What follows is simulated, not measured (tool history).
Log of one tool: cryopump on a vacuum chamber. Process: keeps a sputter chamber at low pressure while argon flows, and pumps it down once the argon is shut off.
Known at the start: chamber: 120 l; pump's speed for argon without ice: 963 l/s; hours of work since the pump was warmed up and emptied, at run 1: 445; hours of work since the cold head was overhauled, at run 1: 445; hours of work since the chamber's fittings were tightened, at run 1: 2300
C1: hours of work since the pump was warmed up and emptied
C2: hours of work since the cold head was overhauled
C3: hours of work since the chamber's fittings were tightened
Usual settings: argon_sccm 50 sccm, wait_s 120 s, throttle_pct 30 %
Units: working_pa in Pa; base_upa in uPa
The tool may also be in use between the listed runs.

run 1 day=0.000 | argon_sccm=50 wait_s=120 throttle_pct=30 | C1=445 C2=445 C3=2300 | working_pa=0.3040 base_upa=2.33
run 2 day=0.558 | argon_sccm=50 wait_s=120 throttle_pct=30 | C1=452 C2=452 C3=2307 | working_pa=0.3048 base_upa=2.33
run 3 day=1.142 | argon_sccm=50 wait_s=120 throttle_pct=30 | C1=459 C2=459 C3=2314 | working_pa=0.3070 base_upa=2.32
run 4 day=1.779 | argon_sccm=50 wait_s=120 throttle_pct=30 | C1=468 C2=468 C3=2323 | working_pa=0.3040 base_upa=2.34
run 5 day=2.312 | argon_sccm=50 wait_s=120 throttle_pct=30 | C1=474 C2=474 C3=2329 | working_pa=0.3070 base_upa=2.36
run 6 day=3.058 | argon_sccm=50 wait_s=120 throttle_pct=58 | C1=484 C2=484 C3=2339 | working_pa=0.1651 base_upa=2.38

Run 7 comes next. What will it give?
run 7 day=3.933 | argon_sccm=50 wait_s=120 throttle_pct=58 | C1=495 C2=495 C3=2350 | working_pa=? base_upa=?

Run 7 gave working_pa 0.1661 Pa, base_upa 2.35 uPa.
Without the tool's hidden state the same run would have given working_pa 0.1518 Pa, base_upa 0.82 uPa.

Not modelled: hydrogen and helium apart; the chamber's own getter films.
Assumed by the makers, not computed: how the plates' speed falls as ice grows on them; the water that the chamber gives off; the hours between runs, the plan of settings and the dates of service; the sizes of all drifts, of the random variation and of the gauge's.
